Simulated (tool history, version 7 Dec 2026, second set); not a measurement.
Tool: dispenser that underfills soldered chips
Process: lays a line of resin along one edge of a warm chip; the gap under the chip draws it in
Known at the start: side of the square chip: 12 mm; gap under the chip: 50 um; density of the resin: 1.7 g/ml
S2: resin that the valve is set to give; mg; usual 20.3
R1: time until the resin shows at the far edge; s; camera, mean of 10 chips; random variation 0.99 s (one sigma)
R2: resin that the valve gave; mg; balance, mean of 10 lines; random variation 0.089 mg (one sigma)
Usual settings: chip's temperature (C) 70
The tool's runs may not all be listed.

{"run": 1, "hour": 0.0, "chip's temperature (C)": 70, "S2": 20.3, "R1": 107.3, "R2": 19.58}
{"run": 2, "hour": 4.4, "chip's temperature (C)": 70, "S2": 17.4, "R1": 117.2, "R2": 16.91}
{"hour": 5.5, "done": "new syringe of resin"}
{"run": 3, "hour": 10.1, "chip's temperature (C)": 70, "S2": 17.4, "R1": 105, "R2": 16.76}
{"run": 4, "hour": 15.9, "chip's temperature (C)": 70, "S2": 17.4, "R1": 116.9, "R2": 16.71}
{"hour": 17.6, "done": "new syringe of resin"}
{"run": 5, "hour": 24.7, "chip's temperature (C)": 70, "S2": 17.4, "R1": 109.9, "R2": 16.76}
{"hour": 29.2, "done": "new syringe of resin"}
{"run": 6, "hour": 32.2, "chip's temperature (C)": 70, "S2": 17.4, "R1": 100.5, "R2": 16.79}
{"run": 7, "hour": 36.3, "chip's temperature (C)": 67, "S2": 20.3, "R1": 116.5, "R2": 19.34}
{"hour": 40.9, "done": "new syringe of resin"}
{"run": 8, "hour": 46.1, "chip's temperature (C)": 67, "S2": 20.3, "R1": 119.1, "R2": 19.39}
{"run": 9, "hour": 51.2, "chip's temperature (C)": 67, "S2": 20.3, "R1": 129.9, "R2": 19.25}
{"hour": 52.8, "done": "new syringe of resin"}
{"run": 10, "hour": 61.1, "chip's temperature (C)": 67, "S2": 20.3, "R1": 122.3, "R2": 19.19}
{"hour": 64.6, "done": "new syringe of resin"}
{"hour": 69.4, "done": "dispensing valve cleaned and set on the balance"}
{"run": 11, "hour": 69.5, "chip's temperature (C)": 63, "S2": 20.3, "R1": 132.5, "R2": 20.16}
{"run": 12, "hour": 75.5, "chip's temperature (C)": 63, "S2": 22.3, "R1": 147.6, "R2": 22.16}
{"hour": 77.3, "done": "new syringe of resin"}
{"run": 13, "hour": 80.2, "chip's temperature (C)": 84, "S2": 22.3, "R1": 55.6, "R2": 22.14}
{"hour": 88.8, "done": "new syringe of resin"}
{"run": 14, "hour": 88.8, "chip's temperature (C)": 70, "S2": 20.3, "R1": 92, "R2": 19.87}
{"run": 15, "hour": 95.8, "chip's temperature (C)": 70, "S2": 20.3, "R1": 106.3, "R2": 20.01}
{"hour": 101.0, "done": "new syringe of resin"}
{"run": 16, "hour": 102.9, "chip's temperature (C)": 70, "S2": 20.3, "R1": 95.1, "R2": 20.06}
{"run": 17, "hour": 111.8, "chip's temperature (C)": 70, "S2": 20.3, "R1": 114.8, "R2": 19.99}
{"hour": 112.9, "done": "new syringe of resin"}
{"run": 18, "hour": 119.0, "chip's temperature (C)": 70, "S2": 20.3, "R1": 104.1, "R2": 19.69}
{"run": 19, "hour": 123.7, "chip's temperature (C)": 70, "S2": 20.3, "R1": 111.8, "R2": 19.59}
{"hour": 124.7, "done": "new syringe of resin"}
{"run": 20, "hour": 129.2, "chip's temperature (C)": 70, "S2": 22.9, "R1": 99.4, "R2": 21.95}
{"run": 21, "hour": 133.9, "chip's temperature (C)": 79, "S2": 25.9, "R1": 76.3, "R2": 24.85}
{"hour": 136.5, "done": "new syringe of resin"}
{"run": 22, "hour": 142.2, "chip's temperature (C)": 70, "S2": 18.3, "R1": 105.3, "R2": 17.48}
{"hour": 148.3, "done": "new syringe of resin"}
{"run": 23, "hour": 151.2, "chip's temperature (C)": 70, "S2": 18.3, "R1": 98.6, "R2": 17.53}
{"run": 24, "hour": 155.3, "chip's temperature (C)": 71, "S2": 17.5, "R1": 102, "R2": 16.65}
{"hour": 160.1, "done": "new syringe of resin"}
{"run": 25, "hour": 161.6, "chip's temperature (C)": 71, "S2": 22.6, "R1": 89.9, "R2": 21.54}
{"run": 26, "hour": 167.5, "chip's temperature (C)": 64, "S2": 23.6, "R1": 132.7, "R2": 22.23}
{"hour": 171.9, "done": "new syringe of resin"}
{"run": 27, "hour": 173.5, "chip's temperature (C)": 64, "S2": 23.6, "R1": 119.9, "R2": 22.27}
{"run": 28, "hour": 179.4, "chip's temperature (C)": 64, "S2": 23.6, "R1": 133.7, "R2": 22.22}
{"hour": 183.7, "done": "new syringe of resin"}
{"run": 29, "hour": 187.6, "chip's temperature (C)": 55, "S2": 19.5, "R1": 188.4, "R2": 18.34}
{"run": 30, "hour": 193.9, "chip's temperature (C)": 55, "S2": 19.5, "R1": 209.1, "R2": 18.31}
{"hour": 195.6, "done": "new syringe of resin"}
{"hour": 198.9, "done": "dispensing valve cleaned and set on the balance"}
{"run": 31, "hour": 202.8, "chip's temperature (C)": 78, "S2": 18.2, "R1": 77.3, "R2": 18.02}
{"hour": 208.4, "done": "new syringe of resin"}
{"run": 32, "hour": 211.1, "chip's temperature (C)": 78, "S2": 19.5, "R1": 70.5, "R2": 19.49}
{"run": 33, "hour": 218.9, "chip's temperature (C)": 70, "S2": 20.6, "R1": 111.1, "R2": 20.38}
{"hour": 219.9, "done": "new syringe of resin"}
{"run": 34, "hour": 226.5, "chip's temperature (C)": 70, "S2": 20.6, "R1": 102.2, "R2": 20.3}

Forecast each of these 5 alternatives for the next run:
{"hour": 231.5, "done": "new syringe of resin"}
{"run": "A", "hour": 231.5, "chip's temperature (C)": 72, "S2": 19.6, "R1": "?", "R2": "?"}
{"hour": 231.5, "done": "new syringe of resin"}
{"run": "B", "hour": 231.5, "chip's temperature (C)": 67, "S2": 25.3, "R1": "?", "R2": "?"}
{"hour": 231.5, "done": "new syringe of resin"}
{"run": "C", "hour": 231.5, "chip's temperature (C)": 56, "S2": 24.3, "R1": "?", "R2": "?"}
{"hour": 231.5, "done": "new syringe of resin"}
{"run": "D", "hour": 231.5, "chip's temperature (C)": 61, "S2": 24.4, "R1": "?", "R2": "?"}
{"hour": 231.5, "done": "new syringe of resin"}
{"run": "E", "hour": 231.5, "chip's temperature (C)": 80, "S2": 22.4, "R1": "?", "R2": "?"}

run=A R1=86 R2=19.27
run=B R1=102.5 R2=24.87
run=C R1=164.4 R2=23.92
run=D R1=132.8 R2=24.13
run=E R1=61 R2=22.08
Without the tool's hidden state the same runs would have given:
run=A R1=88.1 R2=19.6
run=B R1=105.3 R2=25.29
run=C R1=169.3 R2=24.33
run=D R1=136.6 R2=24.54
run=E R1=62.4 R2=22.45
